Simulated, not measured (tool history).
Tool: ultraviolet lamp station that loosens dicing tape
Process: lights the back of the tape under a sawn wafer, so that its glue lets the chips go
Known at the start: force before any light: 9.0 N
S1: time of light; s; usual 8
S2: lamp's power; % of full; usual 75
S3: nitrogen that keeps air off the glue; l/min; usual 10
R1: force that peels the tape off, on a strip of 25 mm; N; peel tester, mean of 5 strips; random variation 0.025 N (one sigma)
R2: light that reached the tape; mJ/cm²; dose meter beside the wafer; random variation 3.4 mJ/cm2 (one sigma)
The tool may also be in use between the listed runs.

run	hour	S1	S2	S3	R1	R2
1	0	8	75	10	1.409	493
2	9.1	8	66	10	1.868	435
3	17.7	8	66	17	1.372	431
4	26.2	8	66	17	1.343	431
# hour 32.2: window cleaned of glue's vapour
5	37.2	8	66	17	1.509	397
6	45	8	75	10	1.725	453
7	56.5	8	75	10	1.694	452
# hour 61.3: window cleaned of glue's vapour, once more
8	69.2	8	75	10	1.272	544
9	75.7	8	92	10	0.887	662
10	84.6	8	92	10	0.856	657
11	92.8	5	73	12	2.409	329
12	103.7	5	73	12	2.386	329
13	111	7	75	6	2.226	467
14	117.8	7	75	6	2.385	466
15	123	4	82	6	3.803	297
16	134.3	14	75	12	0.354	935
17	139.6	8	75	3	2.778	537

5 ways to go on from here, each from the tool as it stands after run 17. What would each give?
A	145.5	4	65	6	?	?
B	145.5	8	82	5	?	?
C	145.5	8	70	10	?	?
D	145.5	6	73	3	?	?
E	145.5	8	93	11	?	?

run	R1	R2
A	4.576	232
B	1.882	584
C	1.463	504
D	3.862	382
E	0.807	661
Without the tool's hidden state the same runs would have given:
run	R1	R2
A	4.5	238
B	1.813	598
C	1.403	516
D	3.783	392
E	0.768	677
